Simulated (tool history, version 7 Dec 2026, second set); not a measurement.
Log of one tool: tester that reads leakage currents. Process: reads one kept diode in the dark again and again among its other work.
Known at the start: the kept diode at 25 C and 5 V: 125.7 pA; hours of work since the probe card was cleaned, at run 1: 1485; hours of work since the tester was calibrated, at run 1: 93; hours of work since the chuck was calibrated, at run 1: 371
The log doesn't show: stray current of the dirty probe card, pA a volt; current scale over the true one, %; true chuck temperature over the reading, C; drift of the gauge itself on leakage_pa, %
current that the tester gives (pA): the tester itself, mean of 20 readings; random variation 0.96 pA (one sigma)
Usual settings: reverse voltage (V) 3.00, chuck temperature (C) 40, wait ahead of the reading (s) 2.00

| run | hour | reverse voltage (V) | chuck temperature (C) | wait ahead of the reading (s) | hours of work since the probe card was cleaned | hours of work since the tester was calibrated | hours of work since the chuck was calibrated | current that the tester gives (pA) |
|---|---|---|---|---|---|---|---|---|
| 1 | 0.0 | 3.00 | 40 | 2.00 | 1485 | 93 | 371 | 297.72 |
| 2 | 40.0 | 3.00 | 40 | 2.47 | 1509 | 116 | 395 | 297.34 |
| 3 | 68.4 | 3.00 | 27 | 2.47 | 1525 | 133 | 411 | 102.95 |
| 4 | 107.2 | 3.00 | 27 | 2.47 | 1548 | 156 | 434 | 103.05 |
| 5 | 135.4 | 3.00 | 40 | 2.00 | 1565 | 172 | 451 | 292.74 |
| 6 | 164.0 | 3.00 | 40 | 2.00 | 1581 | 189 | 468 | 292.58 |
| 7 | 202.2 | 3.00 | 40 | 2.00 | 1604 | 211 | 490 | 291.67 |
| 8 | 233.3 | 3.00 | 40 | 2.00 | 1622 | 230 | 508 | 290.30 |
| 9 | 271.7 | 3.00 | 40 | 2.00 | 1645 | 252 | 531 | 289.19 |
| 10 | 320.8 | 3.00 | 40 | 2.00 | 1674 | 281 | 560 | 288.23 |
| 11 | 364.5 | 3.00 | 40 | 2.00 | 1699 | 307 | 585 | 287.32 |
| 12 | 389.8 | 3.00 | 40 | 7.81 | 1714 | 322 | 600 | 284.07 |
| 13 | 439.1 | 3.00 | 40 | 7.81 | 1743 | 350 | 629 | 283.25 |
| 14 | 486.5 | 3.00 | 40 | 7.81 | 1771 | 378 | 657 | 281.13 |
| 15 | 528.7 | 1.28 | 40 | 2.00 | 1796 | 403 | 682 | 171.63 |
| 16 | 565.8 | 1.28 | 40 | 2.00 | 1817 | 425 | 703 | 170.02 |
| 17 | 611.3 | 1.28 | 40 | 2.00 | 1844 | 452 | 730 | 170.20 |
| 18 | 659.2 | 3.00 | 54 | 2.00 | 1872 | 480 | 758 | 793.53 |
|  | 675.7 | chuck's temperature calibrated |
| 19 | 719.3 | 3.00 | 40 | 2.00 | 1906 | 514 | 26 | 318.41 |
| 20 | 767.9 | 3.00 | 40 | 2.00 | 1935 | 542 | 54 | 314.55 |
| 21 | 823.8 | 3.00 | 23 | 2.00 | 1968 | 575 | 87 | 78.69 |
| 22 | 848.6 | 3.00 | 56 | 5.42 | 1982 | 590 | 102 | 1014.58 |
| 23 | 874.5 | 6.14 | 56 | 2.14 | 1997 | 605 | 117 | 1534.83 |
| 24 | 928.1 | 1.90 | 44 | 0.49 | 2029 | 636 | 148 | 323.45 |
| 25 | 974.9 | 3.00 | 41 | 0.33 | 2056 | 664 | 176 | 334.57 |
| 26 | 1016.2 | 1.09 | 41 | 0.57 | 2081 | 688 | 200 | 184.35 |
| 27 | 1064.0 | 1.09 | 41 | 0.57 | 2109 | 716 | 228 | 183.78 |
| 28 | 1087.9 | 1.21 | 28 | 0.57 | 2123 | 730 | 242 | 68.36 |
| 29 | 1140.3 | 4.66 | 57 | 0.69 | 2153 | 761 | 273 | 1369.47 |
| 30 | 1174.2 | 4.66 | 57 | 0.69 | 2173 | 781 | 293 | 1362.94 |
| 31 | 1210.1 | 14.90 | 57 | 0.69 | 2194 | 802 | 314 | 2677.31 |
| 32 | 1243.2 | 14.90 | 57 | 0.69 | 2214 | 821 | 333 | 2658.10 |
| 33 | 1301.5 | 14.90 | 57 | 0.69 | 2248 | 856 | 367 | 2640.15 |
| 34 | 1330.4 | 3.00 | 43 | 2.00 | 2265 | 873 | 384 | 374.45 |
| 35 | 1372.6 | 3.05 | 43 | 7.54 | 2290 | 897 | 409 | 375.68 |
| 36 | 1416.2 | 10.45 | 46 | 0.64 | 2315 | 923 | 435 | 959.20 |
| 37 | 1465.5 | 15.14 | 34 | 8.87 | 2344 | 952 | 464 | 468.65 |
| 38 | 1504.4 | 3.00 | 32 | 2.00 | 2367 | 975 | 486 | 154.54 |
| 39 | 1549.1 | 3.00 | 32 | 2.00 | 2393 | 1001 | 513 | 153.09 |
| 40 | 1604.5 | 11.50 | 28 | 2.64 | 2426 | 1033 | 545 | 244.14 |
| 41 | 1646.0 | 11.50 | 28 | 2.64 | 2450 | 1058 | 570 | 243.31 |

The same runs without the tool's hidden state, with the same run-to-run variation:
| run | current that the tester gives (pA) |
|---|---|
| 1 | 318.88 |
| 2 | 319.85 |
| 3 | 110.56 |
| 4 | 111.17 |
| 5 | 318.39 |
| 6 | 319.12 |
| 7 | 319.42 |
| 8 | 318.89 |
| 9 | 319.09 |
| 10 | 319.84 |
| 11 | 320.41 |
| 12 | 317.78 |
| 13 | 318.55 |
| 14 | 317.80 |
| 15 | 195.43 |
| 16 | 194.37 |
| 17 | 195.63 |
| 18 | 908.35 |
| 19 | 320.82 |
| 20 | 318.56 |
| 21 | 78.48 |
| 22 | 1039.78 |
| 23 | 1575.19 |
| 24 | 333.90 |
| 25 | 346.62 |
| 26 | 192.40 |
| 27 | 192.88 |
| 28 | 71.51 |
| 29 | 1444.86 |
| 30 | 1442.55 |
| 31 | 2838.04 |
| 32 | 2827.45 |
| 33 | 2824.18 |
| 34 | 403.39 |
| 35 | 406.50 |
| 36 | 1038.32 |
| 37 | 502.59 |
| 38 | 168.88 |
| 39 | 168.16 |
| 40 | 262.82 |
| 41 | 263.14 |

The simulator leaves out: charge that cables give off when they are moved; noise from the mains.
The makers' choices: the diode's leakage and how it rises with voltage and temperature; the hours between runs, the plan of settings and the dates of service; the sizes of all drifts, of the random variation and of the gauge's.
